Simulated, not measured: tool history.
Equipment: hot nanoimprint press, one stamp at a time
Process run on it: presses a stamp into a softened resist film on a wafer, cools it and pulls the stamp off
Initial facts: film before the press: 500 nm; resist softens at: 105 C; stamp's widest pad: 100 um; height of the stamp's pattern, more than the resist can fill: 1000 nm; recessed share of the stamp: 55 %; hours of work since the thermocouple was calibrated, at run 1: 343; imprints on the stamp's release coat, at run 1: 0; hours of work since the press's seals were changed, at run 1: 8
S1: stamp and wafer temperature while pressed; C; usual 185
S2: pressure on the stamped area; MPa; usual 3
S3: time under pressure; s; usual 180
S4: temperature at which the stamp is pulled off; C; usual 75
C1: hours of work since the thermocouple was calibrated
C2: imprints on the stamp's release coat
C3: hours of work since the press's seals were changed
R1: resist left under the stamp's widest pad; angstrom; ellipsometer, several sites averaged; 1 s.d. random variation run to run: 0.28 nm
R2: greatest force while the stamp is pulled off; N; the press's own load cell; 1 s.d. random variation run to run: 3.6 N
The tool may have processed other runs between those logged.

run,day,S1,S2,S3,S4,C1,C2,C3,R1,R2
1,0,185,3,180,75,343,0,8,2819,172
2,0.496,185,3,180,75,351,40,15,2811,175
3,0.746,185,2.26,180,75,354,60,19,3173,169
4,1.154,185,2.26,180,75,361,93,26,3176,179
5,1.662,185,2.26,180,75,368,134,33,3178,172
# day 2.075: plate thermocouple calibrated
6,2.192,185,3,180,75,2,166,40,2789,171
7,2.558,185,3,159,75,7,196,45,2891,179
8,3.067,185,3,159,73,15,237,53,2896,184
9,3.367,185,3,159,73,20,261,58,2892,189
10,3.817,185,3,180,75,27,298,65,2780,176
11,4.154,185,3,201,75,32,325,70,2686,180
# day 4.758: plate thermocouple calibrated, once more
12,4.812,185,3,201,75,1,368,78,2716,179
13,5.15,185,3,201,75,6,395,83,2709,177
14,5.408,185,3,180,75,10,416,87,2807,180
15,5.967,185,3,180,75,19,461,96,2800,182
16,6.462,197,3.68,101,75,26,501,103,1936,191
17,7.017,185,3,180,75,35,546,112,2806,191
18,7.483,185,3.99,320,75,42,583,119,2003,193
19,7.733,183,1.83,298,82,46,604,123,3215,149
20,8.071,183,1.83,231,64,51,631,128,3430,255

Estimate the outcome of run 21 from the log above:
21,8.525,183,1.83,231,64,58,667,135,?,?

{"run 21": {"R1": 3433, "R2": 256}}
The same run, on a tool lacking any hidden state, would have yielded R1 3485 angstrom, R2 232 N.
